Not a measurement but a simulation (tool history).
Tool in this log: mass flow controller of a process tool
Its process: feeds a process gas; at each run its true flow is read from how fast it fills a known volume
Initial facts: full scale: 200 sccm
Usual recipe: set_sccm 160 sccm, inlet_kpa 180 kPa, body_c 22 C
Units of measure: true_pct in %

{"run": 1, "hour": 0.0, "set_sccm": 160, "inlet_kpa": 180, "body_c": 22, "true_pct": 99.87}
{"run": 2, "hour": 84.1, "set_sccm": 160, "inlet_kpa": 180, "body_c": 22, "true_pct": 99.78}
{"run": 3, "hour": 132.3, "set_sccm": 160, "inlet_kpa": 180, "body_c": 22, "true_pct": 99.8}
{"run": 4, "hour": 196.6, "set_sccm": 160, "inlet_kpa": 210, "body_c": 22, "true_pct": 100.09}
{"run": 5, "hour": 293.8, "set_sccm": 160, "inlet_kpa": 210, "body_c": 39, "true_pct": 98.54}
{"run": 6, "hour": 363.5, "set_sccm": 160, "inlet_kpa": 240, "body_c": 22, "true_pct": 100.23}
{"run": 7, "hour": 428.9, "set_sccm": 160, "inlet_kpa": 240, "body_c": 22, "true_pct": 100.2}
{"run": 8, "hour": 498.1, "set_sccm": 160, "inlet_kpa": 180, "body_c": 22, "true_pct": 99.8}
{"run": 9, "hour": 540.9, "set_sccm": 160, "inlet_kpa": 180, "body_c": 23, "true_pct": 99.7}
{"run": 10, "hour": 591.5, "set_sccm": 160, "inlet_kpa": 180, "body_c": 23, "true_pct": 99.8}
{"run": 11, "hour": 668.7, "set_sccm": 160, "inlet_kpa": 180, "body_c": 23, "true_pct": 99.76}
{"run": 12, "hour": 714.8, "set_sccm": 160, "inlet_kpa": 180, "body_c": 23, "true_pct": 99.75}
{"run": 13, "hour": 800.2, "set_sccm": 160, "inlet_kpa": 180, "body_c": 23, "true_pct": 99.81}
{"run": 14, "hour": 899.3, "set_sccm": 129, "inlet_kpa": 161, "body_c": 34, "true_pct": 98.62}
{"run": 15, "hour": 991.1, "set_sccm": 180, "inlet_kpa": 173, "body_c": 21, "true_pct": 99.9}
{"run": 16, "hour": 1084.2, "set_sccm": 180, "inlet_kpa": 169, "body_c": 23, "true_pct": 99.76}
{"run": 17, "hour": 1144.8, "set_sccm": 70, "inlet_kpa": 229, "body_c": 21, "true_pct": 99.82}
{"run": 18, "hour": 1230.1, "set_sccm": 70, "inlet_kpa": 229, "body_c": 21, "true_pct": 99.72}
{"run": 19, "hour": 1302.2, "set_sccm": 27, "inlet_kpa": 257, "body_c": 38, "true_pct": 97.85}
{"run": 20, "hour": 1365.9, "set_sccm": 160, "inlet_kpa": 206, "body_c": 22, "true_pct": 100.07}
{"run": 21, "hour": 1408.5, "set_sccm": 160, "inlet_kpa": 180, "body_c": 25, "true_pct": 99.72}
{"run": 22, "hour": 1498.2, "set_sccm": 160, "inlet_kpa": 180, "body_c": 36, "true_pct": 98.65}
{"run": 23, "hour": 1566.3, "set_sccm": 160, "inlet_kpa": 180, "body_c": 36, "true_pct": 98.87}
{"run": 24, "hour": 1639.5, "set_sccm": 160, "inlet_kpa": 263, "body_c": 37, "true_pct": 99.37}
{"run": 25, "hour": 1704.7, "set_sccm": 155, "inlet_kpa": 263, "body_c": 37, "true_pct": 99.39}

Below are 5 alternative next runs, each starting from the tool's condition after run 25. Predict each:
{"run": "A", "hour": 1790.0, "set_sccm": 155, "inlet_kpa": 263, "body_c": 31, "true_pct": "?"}
{"run": "B", "hour": 1790.0, "set_sccm": 71, "inlet_kpa": 167, "body_c": 23, "true_pct": "?"}
{"run": "C", "hour": 1790.0, "set_sccm": 56, "inlet_kpa": 237, "body_c": 38, "true_pct": "?"}
{"run": "D", "hour": 1790.0, "set_sccm": 158, "inlet_kpa": 263, "body_c": 33, "true_pct": "?"}
{"run": "E", "hour": 1790.0, "set_sccm": 105, "inlet_kpa": 263, "body_c": 29, "true_pct": "?"}

run=A true_pct=99.74
run=B true_pct=99.23
run=C true_pct=98.15
run=D true_pct=99.72
run=E true_pct=99.71
Without the tool's unlogged condition, the same runs would have read:
run=A true_pct=99.75
run=B true_pct=99.48
run=C true_pct=98.52
run=D true_pct=99.73
run=E true_pct=99.82

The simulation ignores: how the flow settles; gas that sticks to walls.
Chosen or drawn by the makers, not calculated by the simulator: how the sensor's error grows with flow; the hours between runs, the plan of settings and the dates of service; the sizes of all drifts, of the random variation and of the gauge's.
